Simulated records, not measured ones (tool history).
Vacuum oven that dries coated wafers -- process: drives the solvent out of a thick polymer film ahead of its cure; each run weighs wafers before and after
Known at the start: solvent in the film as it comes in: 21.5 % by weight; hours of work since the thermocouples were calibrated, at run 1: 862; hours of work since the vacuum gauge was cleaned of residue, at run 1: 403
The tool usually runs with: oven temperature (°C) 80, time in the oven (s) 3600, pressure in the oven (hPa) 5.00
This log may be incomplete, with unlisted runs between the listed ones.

run	day	oven temperature (°C)	time in the oven (s)	pressure in the oven (hPa)	hours of work since the thermocouples were calibrated	hours of work since the vacuum gauge was cleaned of residue	solvent left in the film (%)
1	0.000	80	3600	5.00	862	403	1.95
2	1.079	80	3600	5.00	875	416	1.79
3	2.704	87	3600	5.00	894	436	1.17
4	3.896	80	3600	8.97	908	450	2.30
5	5.296	80	5100	8.97	925	467	1.95
6	6.562	67	3600	5.00	940	482	5.21
7	7.354	67	3600	5.00	950	491	5.19
8	8.271	67	3600	5.00	961	502	5.14
9	9.838	80	3600	5.00	979	521	1.96
10	11.158	82	3600	5.00	995	537	1.61
11	12.033	82	3600	5.00	1006	547	1.63
12	12.800	80	3600	10.59	1015	556	2.77
13	13.629	73	2100	2.74	1025	566	5.92
14	14.367	75	5040	3.78	1033	575	1.86
# day 14.583: oven's thermocouples calibrated
15	15.421	85	1920	5.00	10	586	3.33
16	16.554	80	1800	5.00	24	600	5.04
17	18.038	80	1800	5.00	41	618	4.93
18	19.500	79	2340	10.04	59	635	4.62
19	20.350	73	2100	14.17	69	645	7.77
# day 20.871: oven's thermocouples calibrated, once more
20	21.446	73	2100	14.17	7	657	7.67
21	22.625	73	2100	14.17	21	671	7.54
22	23.446	80	2100	2.52	31	681	3.74
23	24.567	80	2100	2.52	44	695	3.76

5 options for the next run, each taken on its own from the tool as it stands now. Forecast them:
A	26.350	83	3480	5.14	65	716	?
B	26.350	80	4740	16.29	65	716	?
C	26.350	82	2100	13.58	65	716	?
D	26.350	80	5760	8.75	65	716	?
E	26.350	78	3600	5.00	65	716	?

run	solvent left in the film (%)
A	1.69
B	3.00
C	4.39
D	1.86
E	2.43
The same runs, with their run-to-run variation unchanged, on a tool lacking any hidden condition would have given:
run	solvent left in the film (%)
A	1.25
B	2.51
C	3.98
D	1.37
E	1.92

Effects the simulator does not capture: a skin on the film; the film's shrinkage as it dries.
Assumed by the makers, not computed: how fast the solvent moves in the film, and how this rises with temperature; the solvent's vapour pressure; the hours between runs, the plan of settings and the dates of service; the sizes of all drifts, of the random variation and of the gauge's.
